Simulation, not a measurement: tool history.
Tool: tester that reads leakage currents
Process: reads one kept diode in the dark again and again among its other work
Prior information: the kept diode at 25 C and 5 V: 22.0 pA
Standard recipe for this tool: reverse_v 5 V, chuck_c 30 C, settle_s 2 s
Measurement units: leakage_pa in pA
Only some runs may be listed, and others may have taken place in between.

run      day  reverse_v  chuck_c  settle_s  leakage_pa
  1        0          5       30         2       41.12
  2   10.771       2.11       30         2       26.45
  3     20.5       2.11       30         2       26.53
  4   25.433       2.11       30         2       26.63
  5   35.262          5       22         2       23.63
  6   43.029          5       22         2       24.05
  7   51.071          5       22         2       24.44
  8   60.854       4.25       30      2.06       40.47
      64.538  -- tester calibrated
  9   71.979       4.25       30      0.44        40.9
 10   79.933       4.44       52       0.6      230.14
 11   89.692       4.44       27      0.43       34.56
      97.904  -- probe card cleaned and baked
 12   99.788      11.28       50      0.43      303.86
 13  105.108          5       22      3.33       18.35
 14  114.046          5       30      1.34       38.67

Consider 4 possible next runs. They are alternatives, not a sequence: every one starts from the tool as it was left by run 14. What does each give?
  A  119.833        3.4       30      1.34           ?
  B  119.833          5       30      8.21           ?
  C  119.833          5       30      2.62           ?
  D  119.833       3.14       38      0.52           ?

run  leakage_pa
  A       32.21
  B       38.74
  C       38.67
  D       62.16
Without the tool's hidden state the same runs would have given:
run  leakage_pa
  A       29.36
  B       35.18
  C       35.12
  D       57.33
